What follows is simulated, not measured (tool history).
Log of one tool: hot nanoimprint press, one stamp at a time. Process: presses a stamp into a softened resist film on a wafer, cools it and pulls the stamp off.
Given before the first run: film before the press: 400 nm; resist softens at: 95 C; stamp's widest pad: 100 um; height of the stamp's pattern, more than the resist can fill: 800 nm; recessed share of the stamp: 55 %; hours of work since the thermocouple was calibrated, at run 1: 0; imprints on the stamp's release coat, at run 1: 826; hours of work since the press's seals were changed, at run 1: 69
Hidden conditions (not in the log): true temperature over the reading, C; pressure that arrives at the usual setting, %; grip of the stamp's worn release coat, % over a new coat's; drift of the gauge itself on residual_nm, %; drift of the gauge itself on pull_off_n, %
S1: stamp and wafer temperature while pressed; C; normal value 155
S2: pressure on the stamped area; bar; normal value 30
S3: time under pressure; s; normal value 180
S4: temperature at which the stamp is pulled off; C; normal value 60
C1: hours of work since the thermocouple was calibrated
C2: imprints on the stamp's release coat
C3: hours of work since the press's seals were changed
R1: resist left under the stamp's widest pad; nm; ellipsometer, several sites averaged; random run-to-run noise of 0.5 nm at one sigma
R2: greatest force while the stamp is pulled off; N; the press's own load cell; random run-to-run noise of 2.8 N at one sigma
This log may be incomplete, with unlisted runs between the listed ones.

{"run": 1, "day": 0.0, "S1": 155, "S2": 30, "S3": 180, "S4": 60, "C1": 0, "C2": 826, "C3": 69, "R1": 170.8, "R2": 143}
{"run": 2, "day": 1.246, "S1": 166, "S2": 30, "S3": 180, "S4": 60, "C1": 14, "C2": 934, "C3": 82, "R1": 108.2, "R2": 138}
{"run": 3, "day": 1.892, "S1": 166, "S2": 30, "S3": 180, "S4": 60, "C1": 21, "C2": 991, "C3": 90, "R1": 108, "R2": 144}
{"run": 4, "day": 2.721, "S1": 166, "S2": 30, "S3": 180, "S4": 60, "C1": 30, "C2": 1062, "C3": 99, "R1": 107.4, "R2": 142}
{"run": 5, "day": 3.371, "S1": 166, "S2": 30, "S3": 180, "S4": 60, "C1": 38, "C2": 1119, "C3": 106, "R1": 108.4, "R2": 146}
{"run": 6, "day": 4.279, "S1": 166, "S2": 30, "S3": 180, "S4": 60, "C1": 48, "C2": 1198, "C3": 116, "R1": 107.9, "R2": 151}
{"run": 7, "day": 5.521, "S1": 155, "S2": 30, "S3": 180, "S4": 60, "C1": 62, "C2": 1305, "C3": 130, "R1": 170.3, "R2": 154}
{"run": 8, "day": 6.429, "S1": 155, "S2": 30, "S3": 180, "S4": 60, "C1": 72, "C2": 1384, "C3": 140, "R1": 170.7, "R2": 147}
{"run": 9, "day": 7.312, "S1": 155, "S2": 30, "S3": 180, "S4": 60, "C1": 82, "C2": 1461, "C3": 150, "R1": 170.5, "R2": 156}
{"run": 10, "day": 8.079, "S1": 155, "S2": 30, "S3": 180, "S4": 60, "C1": 90, "C2": 1527, "C3": 159, "R1": 170.8, "R2": 155}
{"run": 11, "day": 9.021, "S1": 154, "S2": 30, "S3": 180, "S4": 60, "C1": 101, "C2": 1609, "C3": 169, "R1": 177.5, "R2": 158}
{"run": 12, "day": 9.792, "S1": 154, "S2": 30, "S3": 290, "S4": 60, "C1": 109, "C2": 1676, "C3": 178, "R1": 145.8, "R2": 157}
{"run": 13, "day": 10.825, "S1": 155, "S2": 30, "S3": 180, "S4": 57, "C1": 121, "C2": 1765, "C3": 189, "R1": 170.4, "R2": 157}
{"run": 14, "day": 11.525, "S1": 155, "S2": 30, "S3": 180, "S4": 57, "C1": 129, "C2": 1826, "C3": 197, "R1": 169.8, "R2": 156}
{"run": 15, "day": 12.625, "S1": 155, "S2": 30, "S3": 180, "S4": 57, "C1": 141, "C2": 1922, "C3": 209, "R1": 170.2, "R2": 169}
{"run": 16, "day": 13.8, "S1": 155, "S2": 20.4, "S3": 180, "S4": 60, "C1": 154, "C2": 2024, "C3": 222, "R1": 200.7, "R2": 153}
{"run": 17, "day": 14.55, "S1": 155, "S2": 45.1, "S3": 180, "S4": 54, "C1": 162, "C2": 2089, "C3": 231, "R1": 142, "R2": 163}
{"day": 14.758, "done": "plate thermocouple calibrated"}
{"day": 15.533, "done": "stamp cleaned and given a new release coat"}
{"run": 18, "day": 15.846, "S1": 155, "S2": 44.9, "S3": 128, "S4": 58, "C1": 9, "C2": 27, "C3": 241, "R1": 161.1, "R2": 133}
{"run": 19, "day": 16.917, "S1": 155, "S2": 28.1, "S3": 180, "S4": 60, "C1": 21, "C2": 119, "C3": 253, "R1": 173.4, "R2": 132}
{"run": 20, "day": 17.625, "S1": 155, "S2": 28.1, "S3": 180, "S4": 60, "C1": 29, "C2": 181, "C3": 261, "R1": 172, "R2": 132}
{"day": 18.275, "done": "plate thermocouple calibrated, once more"}
{"run": 21, "day": 18.467, "S1": 151, "S2": 27, "S3": 183, "S4": 60, "C1": 2, "C2": 243, "C3": 269, "R1": 214.8, "R2": 134}
{"run": 22, "day": 19.467, "S1": 146, "S2": 37.9, "S3": 166, "S4": 66, "C1": 13, "C2": 330, "C3": 280, "R1": 239, "R2": 131}
{"run": 23, "day": 20.025, "S1": 159, "S2": 37.9, "S3": 239, "S4": 66, "C1": 19, "C2": 378, "C3": 286, "R1": 116.9, "R2": 129}
{"run": 24, "day": 20.854, "S1": 151, "S2": 37.9, "S3": 353, "S4": 66, "C1": 29, "C2": 450, "C3": 296, "R1": 143.4, "R2": 132}
{"run": 25, "day": 21.983, "S1": 151, "S2": 37.9, "S3": 353, "S4": 66, "C1": 41, "C2": 548, "C3": 308, "R1": 143.6, "R2": 129}
{"run": 26, "day": 22.742, "S1": 156, "S2": 18.3, "S3": 228, "S4": 62, "C1": 50, "C2": 614, "C3": 317, "R1": 187.5, "R2": 133}
{"run": 27, "day": 23.558, "S1": 166, "S2": 44.5, "S3": 210, "S4": 60, "C1": 59, "C2": 685, "C3": 326, "R1": 84.4, "R2": 142}
{"run": 28, "day": 24.404, "S1": 166, "S2": 44.5, "S3": 210, "S4": 60, "C1": 68, "C2": 758, "C3": 335, "R1": 84.7, "R2": 149}
{"run": 29, "day": 24.933, "S1": 166, "S2": 44.5, "S3": 210, "S4": 60, "C1": 74, "C2": 804, "C3": 341, "R1": 84.4, "R2": 143}

Subtracting, for every run, the result it would have given without the tool's unlogged condition from the measured result gives the following. The same run-to-run variation enters both numbers; the gauge's scatter may not:
run=1 R1=-1.3 R2=+9
run=2 R1=-0.7 R2=+10
run=3 R1=-0.7 R2=+12
run=4 R1=-0.8 R2=+12
run=5 R1=-0.9 R2=+13
run=6 R1=-0.9 R2=+15
run=7 R1=-1.7 R2=+16
run=8 R1=-1.7 R2=+16
run=9 R1=-1.8 R2=+19
run=10 R1=-1.9 R2=+19
run=11 R1=-2.1 R2=+20
run=12 R1=-1.9 R2=+21
run=13 R1=-2.1 R2=+21
run=14 R1=-2.2 R2=+22
run=15 R1=-2.2 R2=+25
run=16 R1=-3 R2=+24
run=17 R1=-1.6 R2=+26
run=18 R1=-3.7 R2=+0
run=19 R1=-4.7 R2=+0
run=20 R1=-4.7 R2=+2
run=21 R1=+2.6 R2=+3
run=22 R1=+3.2 R2=+4
run=23 R1=+1.9 R2=+4
run=24 R1=+2.3 R2=+5
run=25 R1=+2.2 R2=+6
run=26 R1=+1.4 R2=+8
run=27 R1=+1.5 R2=+9
run=28 R1=+1.5 R2=+9
run=29 R1=+1.5 R2=+10
